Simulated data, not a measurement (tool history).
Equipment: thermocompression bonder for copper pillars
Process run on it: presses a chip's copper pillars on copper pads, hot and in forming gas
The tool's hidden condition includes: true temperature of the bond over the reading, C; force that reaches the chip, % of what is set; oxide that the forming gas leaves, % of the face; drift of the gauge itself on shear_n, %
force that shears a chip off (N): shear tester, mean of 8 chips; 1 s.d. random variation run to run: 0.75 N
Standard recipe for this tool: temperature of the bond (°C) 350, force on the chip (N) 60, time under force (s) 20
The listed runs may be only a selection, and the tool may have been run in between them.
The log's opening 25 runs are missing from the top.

run    hour  temperature of the bond (°C)  force on the chip (N)  time under force (s)  hours of work since the heater was calibrated  hours of work since the force cell was calibrated  hours of work since the gas filter was changed  force that shears a chip off (N)
 26  1051.6                           357                     39                    24                                            644                                               1070                                             130                              86.1
 27  1090.7                           350                     45                    36                                            672                                               1099                                             159                              99.5
 28  1122.6                           374                     60                    18                                            696                                               1123                                             183                             113.3
 29  1169.1                           324                     65                    29                                            730                                               1157                                             217                              91.1
 30  1215.5                           324                     65                    29                                            765                                               1191                                             251                              91.3
     1242.8  -- forming gas filter changed
 31  1272.2                           324                     65                    29                                            806                                               1233                                              22                              93.8
 32  1301.5                           350                     65                    20                                            828                                               1254                                              43                             103.8
 33  1358.4                           350                     65                    20                                            870                                               1296                                              85                             102.4
 34  1391.8                           370                     38                    11                                            894                                               1321                                             110                              70.7
 35  1439.2                           377                     45                    30                                            929                                               1356                                             145                             113.3
 36  1475.6                           328                     60                    13                                            956                                               1383                                             172                              68.7
 37  1518.6                           368                     60                    20                                            988                                               1415                                             204                             109.5
 38  1550.0                           350                     60                    12                                           1011                                               1438                                             227                              81.7
 39  1587.3                           334                     39                    43                                           1039                                               1466                                             254                              78.9

Below are 3 alternative next runs, each starting from the tool's condition after run 39. Predict each:
     1609.5  -- forming gas filter changed
  A  1631.3                           350                     60                    10                                           1071                                               1498                                              16                                 ?
     1609.5  -- forming gas filter changed
  B  1631.3                           347                     61                    30                                           1071                                               1498                                              16                                 ?
     1609.5  -- forming gas filter changed
  C  1631.3                           377                     66                    18                                           1071                                               1498                                              16                                 ?

run  force that shears a chip off (N)
  A                              80.2
  B                             107.9
  C                             122.2
With no hidden state in the tool, these same runs would have given:
run  force that shears a chip off (N)
  A                              83.5
  B                             111.4
  C                             124.9
